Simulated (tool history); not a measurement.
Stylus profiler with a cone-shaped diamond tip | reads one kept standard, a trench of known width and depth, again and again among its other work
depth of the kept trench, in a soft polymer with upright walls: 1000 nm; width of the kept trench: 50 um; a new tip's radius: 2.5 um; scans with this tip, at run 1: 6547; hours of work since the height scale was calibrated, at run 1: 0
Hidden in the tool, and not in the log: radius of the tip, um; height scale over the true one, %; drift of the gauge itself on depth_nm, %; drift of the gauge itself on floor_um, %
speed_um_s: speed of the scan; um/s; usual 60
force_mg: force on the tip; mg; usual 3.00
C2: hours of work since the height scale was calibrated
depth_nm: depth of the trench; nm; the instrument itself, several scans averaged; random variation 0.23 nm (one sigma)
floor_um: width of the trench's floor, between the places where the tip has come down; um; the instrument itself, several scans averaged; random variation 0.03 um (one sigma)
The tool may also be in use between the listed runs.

run 1 hour=0.0 | speed_um_s=60 force_mg=3.00 | scans_with_this_tip=6547 C2=0 | depth_nm=1015.77 floor_um=44.60
run 2 hour=63.1 | speed_um_s=60 force_mg=3.00 | scans_with_this_tip=6825 C2=42 | depth_nm=1016.40 floor_um=44.62
run 3 hour=123.2 | speed_um_s=60 force_mg=3.00 | scans_with_this_tip=7088 C2=83 | depth_nm=1016.16 floor_um=44.55
run 4 hour=177.1 | speed_um_s=60 force_mg=3.00 | scans_with_this_tip=7325 C2=119 | depth_nm=1016.89 floor_um=44.44
run 5 hour=214.9 | speed_um_s=60 force_mg=3.00 | scans_with_this_tip=7491 C2=144 | depth_nm=1016.29 floor_um=44.53
run 6 hour=266.6 | speed_um_s=60 force_mg=3.00 | scans_with_this_tip=7718 C2=179 | depth_nm=1017.32 floor_um=44.45
run 7 hour=301.9 | speed_um_s=60 force_mg=3.00 | scans_with_this_tip=7873 C2=202 | depth_nm=1017.03 floor_um=44.43
run 8 hour=334.2 | speed_um_s=60 force_mg=3.00 | scans_with_this_tip=8014 C2=224 | depth_nm=1017.28 floor_um=44.36
run 9 hour=398.6 | speed_um_s=60 force_mg=3.00 | scans_with_this_tip=8297 C2=267 | depth_nm=1017.87 floor_um=44.32
run 10 hour=430.5 | speed_um_s=67 force_mg=3.00 | scans_with_this_tip=8437 C2=288 | depth_nm=1017.34 floor_um=44.33
run 11 hour=490.2 | speed_um_s=67 force_mg=3.00 | scans_with_this_tip=8699 C2=328 | depth_nm=1017.71 floor_um=44.25
run 12 hour=546.6 | speed_um_s=60 force_mg=5.12 | scans_with_this_tip=8947 C2=366 | depth_nm=1024.77 floor_um=44.21
run 13 hour=577.9 | speed_um_s=48 force_mg=3.00 | scans_with_this_tip=9084 C2=387 | depth_nm=1018.20 floor_um=44.21
run 14 hour=621.8 | speed_um_s=17 force_mg=3.00 | scans_with_this_tip=9277 C2=416 | depth_nm=1018.47 floor_um=44.30
run 15 hour=683.3 | speed_um_s=17 force_mg=3.00 | scans_with_this_tip=9547 C2=458 | depth_nm=1018.09 floor_um=44.23
run 16 hour=731.2 | speed_um_s=60 force_mg=3.00 | scans_with_this_tip=9757 C2=490 | depth_nm=1018.44 floor_um=44.05
run 17 hour=762.8 | speed_um_s=60 force_mg=1.52 | scans_with_this_tip=9896 C2=511 | depth_nm=1012.90 floor_um=44.01
run 18 hour=798.3 | speed_um_s=60 force_mg=1.52 | scans_with_this_tip=10052 C2=535 | depth_nm=1012.59 floor_um=43.99
run 19 hour=837.0 | speed_um_s=60 force_mg=1.52 | scans_with_this_tip=10222 C2=561 | depth_nm=1013.23 floor_um=44.00
run 20 hour=894.1 | speed_um_s=60 force_mg=3.00 | scans_with_this_tip=10473 C2=599 | depth_nm=1019.32 floor_um=43.93
run 21 hour=956.1 | speed_um_s=121 force_mg=5.04 | scans_with_this_tip=10745 C2=640 | depth_nm=1026.48 floor_um=43.89
run 22 hour=990.5 | speed_um_s=240 force_mg=5.04 | scans_with_this_tip=10896 C2=663 | depth_nm=1025.98 floor_um=43.63
run 23 hour=1043.0 | speed_um_s=60 force_mg=1.70 | scans_with_this_tip=11126 C2=699 | depth_nm=1014.77 floor_um=43.91
run 24 hour=1106.3 | speed_um_s=60 force_mg=1.70 | scans_with_this_tip=11404 C2=741 | depth_nm=1014.80 floor_um=43.81
run 25 hour=1133.3 | speed_um_s=32 force_mg=3.22 | scans_with_this_tip=11523 C2=759 | depth_nm=1021.05 floor_um=43.89
run 26 hour=1195.6 | speed_um_s=230 force_mg=2.18 | scans_with_this_tip=11796 C2=801 | depth_nm=1016.89 floor_um=43.29
run 27 hour=1226.6 | speed_um_s=185 force_mg=2.12 | scans_with_this_tip=11932 C2=822 | depth_nm=1017.00 floor_um=43.40
run 28 hour=1283.5 | speed_um_s=25 force_mg=2.36 | scans_with_this_tip=12182 C2=860 | depth_nm=1018.39 floor_um=43.81
run 29 hour=1349.0 | speed_um_s=133 force_mg=4.85 | scans_with_this_tip=12469 C2=904 | depth_nm=1026.61 floor_um=43.57
run 30 hour=1397.5 | speed_um_s=100 force_mg=2.82 | scans_with_this_tip=12682 C2=936 | depth_nm=1020.28 floor_um=43.52
run 31 hour=1443.5 | speed_um_s=119 force_mg=3.00 | scans_with_this_tip=12884 C2=967 | depth_nm=1021.23 floor_um=43.46
-- hour=1492.4 height scale calibrated on a step standard
run 32 hour=1501.1 | speed_um_s=145 force_mg=2.41 | scans_with_this_tip=13135 C2=6 | depth_nm=1013.76 floor_um=43.39
run 33 hour=1554.6 | speed_um_s=145 force_mg=1.22 | scans_with_this_tip=13370 C2=42 | depth_nm=1008.92 floor_um=43.17
run 34 hour=1616.7 | speed_um_s=145 force_mg=1.22 | scans_with_this_tip=13643 C2=83 | depth_nm=1008.89 floor_um=43.15
run 35 hour=1676.7 | speed_um_s=204 force_mg=4.49 | scans_with_this_tip=13906 C2=123 | depth_nm=1021.80 floor_um=43.25
run 36 hour=1741.7 | speed_um_s=26 force_mg=1.05 | scans_with_this_tip=14191 C2=167 | depth_nm=1009.04 floor_um=43.47
run 37 hour=1783.4 | speed_um_s=60 force_mg=6.07 | scans_with_this_tip=14375 C2=195 | depth_nm=1026.36 floor_um=43.42
run 38 hour=1831.9 | speed_um_s=145 force_mg=1.64 | scans_with_this_tip=14587 C2=227 | depth_nm=1011.70 floor_um=43.03
run 39 hour=1869.5 | speed_um_s=145 force_mg=1.64 | scans_with_this_tip=14753 C2=253 | depth_nm=1011.90 floor_um=43.04
run 40 hour=1924.7 | speed_um_s=145 force_mg=7.42 | scans_with_this_tip=14995 C2=290 | depth_nm=1030.97 floor_um=43.25

Forecast each of these 3 alternatives for the next run:
run A hour=1979.0 | speed_um_s=34 force_mg=1.55 | scans_with_this_tip=15233 C2=326 | depth_nm=? floor_um=?
run B hour=1979.0 | speed_um_s=77 force_mg=3.00 | scans_with_this_tip=15233 C2=326 | depth_nm=? floor_um=?
run C hour=1979.0 | speed_um_s=15 force_mg=5.38 | scans_with_this_tip=15233 C2=326 | depth_nm=? floor_um=?

run=A depth_nm=1012.03 floor_um=43.28
run=B depth_nm=1017.47 floor_um=43.20
run=C depth_nm=1025.48 floor_um=43.41
Without the tool's hidden state the same runs would have given:
run=A depth_nm=1010.38 floor_um=45.86
run=B depth_nm=1015.82 floor_um=45.78
run=C depth_nm=1023.82 floor_um=45.99
